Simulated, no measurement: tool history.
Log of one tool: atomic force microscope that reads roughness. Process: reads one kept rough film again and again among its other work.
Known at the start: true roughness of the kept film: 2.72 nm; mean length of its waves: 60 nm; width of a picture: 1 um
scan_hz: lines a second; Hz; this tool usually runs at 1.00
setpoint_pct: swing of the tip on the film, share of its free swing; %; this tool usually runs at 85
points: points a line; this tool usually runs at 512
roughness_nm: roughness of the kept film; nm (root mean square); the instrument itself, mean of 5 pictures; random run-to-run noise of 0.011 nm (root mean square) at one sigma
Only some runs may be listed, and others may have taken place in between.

Run 1, hour 0.0: usual settings. Result: roughness_nm 2.246 nm (root mean square).
At hour 19.5: new tip fitted.
Run 2, hour 34.8: usual settings but setpoint_pct 75 %. Result: roughness_nm 2.411 nm (root mean square).
At hour 74.8: new tip fitted.
Run 3, hour 112.3: usual settings but points 478. Result: roughness_nm 2.223 nm (root mean square).
At hour 130.7: new tip fitted.
At hour 183.8: new tip fitted.
Run 4, hour 183.8: usual settings but points 856. Result: roughness_nm 2.401 nm (root mean square).
At hour 234.1: new tip fitted.
Run 5, hour 234.1: usual settings but points 856. Result: roughness_nm 2.401 nm (root mean square).
Run 6, hour 280.1: usual settings but points 856. Result: roughness_nm 2.198 nm (root mean square).
At hour 287.9: new tip fitted.
At hour 339.6: new tip fitted.
Run 7, hour 348.2: usual settings but scan_hz 0.87 Hz. Result: roughness_nm 2.367 nm (root mean square).
At hour 394.1: new tip fitted.
Run 8, hour 417.0: usual settings. Result: roughness_nm 2.281 nm (root mean square).
At hour 450.3: new tip fitted.
Run 9, hour 452.6: usual settings. Result: roughness_nm 2.378 nm (root mean square).
At hour 459.9: height scale calibrated on a step standard.
Run 10, hour 491.4: usual settings. Result: roughness_nm 2.206 nm (root mean square).
At hour 504.6: new tip fitted.
Run 11, hour 526.6: usual settings but points 462. Result: roughness_nm 2.261 nm (root mean square).
At hour 557.3: new tip fitted.
Run 12, hour 562.8: usual settings but points 462. Result: roughness_nm 2.352 nm (root mean square).
At hour 607.6: new tip fitted.
At hour 623.6: height scale calibrated on a step standard, once more.
Run 13, hour 645.6: usual settings but points 883. Result: roughness_nm 2.277 nm (root mean square).
At hour 664.9: new tip fitted.
At hour 721.3: new tip fitted.
Run 14, hour 721.5: usual settings but points 883. Result: roughness_nm 2.427 nm (root mean square).
Run 15, hour 760.9: usual settings but points 883. Result: roughness_nm 2.239 nm (root mean square).
At hour 775.1: new tip fitted.
Run 16, hour 801.3: usual settings but points 883. Result: roughness_nm 2.330 nm (root mean square).
At hour 832.6: new tip fitted.
Run 17, hour 868.4: usual settings but scan_hz 1.96 Hz, setpoint_pct 77 %, points 883. Result: roughness_nm 2.189 nm (root mean square).
At hour 886.5: new tip fitted.
Run 18, hour 918.7: usual settings but scan_hz 0.50 Hz, setpoint_pct 87 %, points 314. Result: roughness_nm 2.350 nm (root mean square).
At hour 937.1: new tip fitted.
Run 19, hour 967.3: usual settings but scan_hz 0.65 Hz, points 886. Result: roughness_nm 2.322 nm (root mean square).
At hour 990.6: new tip fitted.
Run 20, hour 1026.9: usual settings but scan_hz 1.27 Hz, setpoint_pct 60 %, points 630. Result: roughness_nm 2.339 nm (root mean square).

For run 21, what comes out?
At hour 1043.6: new tip fitted.
At hour 1093.5: new tip fitted.
Run 21, hour 1100.4: usual settings but scan_hz 1.27 Hz, setpoint_pct 60 %, points 789. Result: roughness_nm ?.

{"run 21": {"roughness_nm": 2.489}}
On a tool with no hidden condition, and with the same random variation, this run would have come out at roughness_nm 2.541 nm (root mean square).
